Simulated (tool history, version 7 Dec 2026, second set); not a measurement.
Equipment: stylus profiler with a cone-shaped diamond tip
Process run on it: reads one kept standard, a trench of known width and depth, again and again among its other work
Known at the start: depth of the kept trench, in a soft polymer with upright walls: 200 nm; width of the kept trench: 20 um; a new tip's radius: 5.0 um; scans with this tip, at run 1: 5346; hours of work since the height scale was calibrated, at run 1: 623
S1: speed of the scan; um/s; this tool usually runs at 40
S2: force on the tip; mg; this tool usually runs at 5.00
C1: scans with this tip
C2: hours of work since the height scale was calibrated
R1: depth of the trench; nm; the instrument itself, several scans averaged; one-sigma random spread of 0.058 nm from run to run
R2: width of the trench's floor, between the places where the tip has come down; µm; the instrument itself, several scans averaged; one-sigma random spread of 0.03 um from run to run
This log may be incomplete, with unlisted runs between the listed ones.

Run 1, hour 0.0: usual settings; C1 5346; C2 623. Result: R1 204.67 nm, R2 16.78 µm.
Run 2, hour 15.0: usual settings; C1 5429; C2 632. Result: R1 204.81 nm, R2 16.79 µm.
Run 3, hour 26.7: usual settings; C1 5494; C2 640. Result: R1 204.80 nm, R2 16.78 µm.
Run 4, hour 48.4: usual settings; C1 5615; C2 654. Result: R1 204.76 nm, R2 16.78 µm.
Run 5, hour 66.0: usual settings but S2 5.74 mg; C1 5713; C2 665. Result: R1 205.26 nm, R2 16.73 µm.
Run 6, hour 89.4: usual settings but S2 5.74 mg; C1 5844; C2 681. Result: R1 205.17 nm, R2 16.72 µm.
Run 7, hour 110.8: usual settings but S1 99 um/s, S2 9.06 mg; C1 5963; C2 694. Result: R1 207.08 nm, R2 16.69 µm.
Run 8, hour 132.3: usual settings but S1 13 um/s, S2 14.92 mg; C1 6082; C2 708. Result: R1 209.54 nm, R2 16.86 µm.
Run 9, hour 153.8: usual settings but S1 39 um/s, S2 2.97 mg; C1 6202; C2 722. Result: R1 203.54 nm, R2 16.70 µm.
Run 10, hour 165.7: usual settings but S1 39 um/s, S2 2.97 mg; C1 6268; C2 730. Result: R1 203.48 nm, R2 16.70 µm.
Run 11, hour 180.5: usual settings but S1 39 um/s, S2 2.97 mg; C1 6351; C2 740. Result: R1 203.44 nm, R2 16.67 µm.
Run 12, hour 205.5: usual settings but S1 120 um/s, S2 3.24 mg; C1 6490; C2 756. Result: R1 203.75 nm, R2 16.49 µm.

3 ways to go on from here, each from the tool as it stands after run 12. What would each give?
Run A, hour 221.8: usual settings but S1 45 um/s, S2 2.47 mg; C1 6580; C2 766. Result: R1 ?, R2 ?.
Run B, hour 221.8: usual settings but S1 118 um/s, S2 2.72 mg; C1 6580; C2 766. Result: R1 ?, R2 ?.
Run C, hour 221.8: usual settings but S1 33 um/s, S2 2.33 mg; C1 6580; C2 766. Result: R1 ?, R2 ?.

run      R1     R2
  A  203.07  16.58
  B  203.30  16.40
  C  203.04  16.69
With the hidden condition removed and each run's random variation left untouched, the same runs would have given:
run      R1     R2
  A  202.70  17.00
  B  202.93  16.82
  C  202.67  17.10
